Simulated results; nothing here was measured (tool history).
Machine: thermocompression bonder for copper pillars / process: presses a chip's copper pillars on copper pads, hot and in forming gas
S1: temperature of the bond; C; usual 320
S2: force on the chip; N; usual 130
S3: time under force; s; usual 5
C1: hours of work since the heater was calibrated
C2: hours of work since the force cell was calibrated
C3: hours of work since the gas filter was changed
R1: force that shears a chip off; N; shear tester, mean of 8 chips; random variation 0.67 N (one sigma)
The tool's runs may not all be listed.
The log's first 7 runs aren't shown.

run 8 day=8.779 | S1=320 S2=130 S3=5 | C1=1257 C2=1014 C3=145 | R1=53.4
run 9 day=10.458 | S1=320 S2=130 S3=5 | C1=1288 C2=1045 C3=176 | R1=52.6
run 10 day=11.588 | S1=342 S2=130 S3=5 | C1=1309 C2=1066 C3=197 | R1=62.3
run 11 day=12.458 | S1=342 S2=130 S3=5 | C1=1325 C2=1082 C3=213 | R1=61.6
run 12 day=13.442 | S1=320 S2=130 S3=5 | C1=1343 C2=1100 C3=231 | R1=52.9
run 13 day=14.188 | S1=320 S2=130 S3=5 | C1=1357 C2=1114 C3=245 | R1=51.0
run 14 day=15.300 | S1=320 S2=130 S3=5 | C1=1377 C2=1135 C3=265 | R1=50.4
-- day=16.483 forming gas filter changed
run 15 day=16.904 | S1=320 S2=130 S3=5 | C1=1407 C2=1164 C3=8 | R1=53.8
run 16 day=18.471 | S1=320 S2=130 S3=9 | C1=1436 C2=1193 C3=37 | R1=68.0
run 17 day=20.129 | S1=320 S2=130 S3=9 | C1=1466 C2=1223 C3=67 | R1=66.0
run 18 day=21.458 | S1=294 S2=185 S3=3 | C1=1490 C2=1248 C3=92 | R1=50.9
-- day=22.542 heater calibrated with a thermocouple chip
run 19 day=23.175 | S1=339 S2=145 S3=3 | C1=12 C2=1278 C3=122 | R1=53.8
run 20 day=24.417 | S1=339 S2=145 S3=3 | C1=35 C2=1301 C3=145 | R1=55.1
run 21 day=25.417 | S1=339 S2=145 S3=10 | C1=53 C2=1319 C3=163 | R1=79.2
run 22 day=26.408 | S1=325 S2=151 S3=5 | C1=71 C2=1337 C3=181 | R1=61.4
run 23 day=27.521 | S1=292 S2=151 S3=5 | C1=92 C2=1358 C3=202 | R1=45.2
run 24 day=28.738 | S1=343 S2=142 S3=8 | C1=114 C2=1380 C3=224 | R1=73.6
run 25 day=29.858 | S1=343 S2=142 S3=8 | C1=135 C2=1401 C3=245 | R1=75.2
run 26 day=30.883 | S1=343 S2=142 S3=8 | C1=154 C2=1420 C3=264 | R1=74.5
-- day=32.129 forming gas filter changed
run 27 day=32.396 | S1=344 S2=155 S3=4 | C1=181 C2=1447 C3=5 | R1=70.9
run 28 day=33.188 | S1=309 S2=123 S3=13 | C1=196 C2=1462 C3=20 | R1=63.5
run 29 day=34.083 | S1=309 S2=123 S3=13 | C1=212 C2=1478 C3=36 | R1=63.2
run 30 day=35.292 | S1=309 S2=123 S3=13 | C1=234 C2=1500 C3=58 | R1=64.2
run 31 day=36.875 | S1=309 S2=123 S3=13 | C1=264 C2=1530 C3=87 | R1=62.2
run 32 day=38.488 | S1=316 S2=102 S3=6 | C1=293 C2=1559 C3=117 | R1=41.0

What if the next run were any one of these 5? Each begins from the tool's condition after run 32:
run A day=40.121 | S1=306 S2=178 S3=8 | C1=323 C2=1589 C3=147 | R1=?
run B day=40.121 | S1=316 S2=118 S3=12 | C1=323 C2=1589 C3=147 | R1=?
run C day=40.121 | S1=313 S2=127 S3=12 | C1=323 C2=1589 C3=147 | R1=?
run D day=40.121 | S1=320 S2=91 S3=4 | C1=323 C2=1589 C3=147 | R1=?
run E day=40.121 | S1=316 S2=119 S3=6 | C1=323 C2=1589 C3=147 | R1=?

run=A R1=69.9
run=B R1=62.9
run=C R1=65.4
run=D R1=32.2
run=E R1=48.2
With the hidden condition removed and each run's random variation left untouched, the same runs would have given:
run=A R1=69.0
run=B R1=61.9
run=C R1=64.4
run=D R1=31.3
run=E R1=47.1
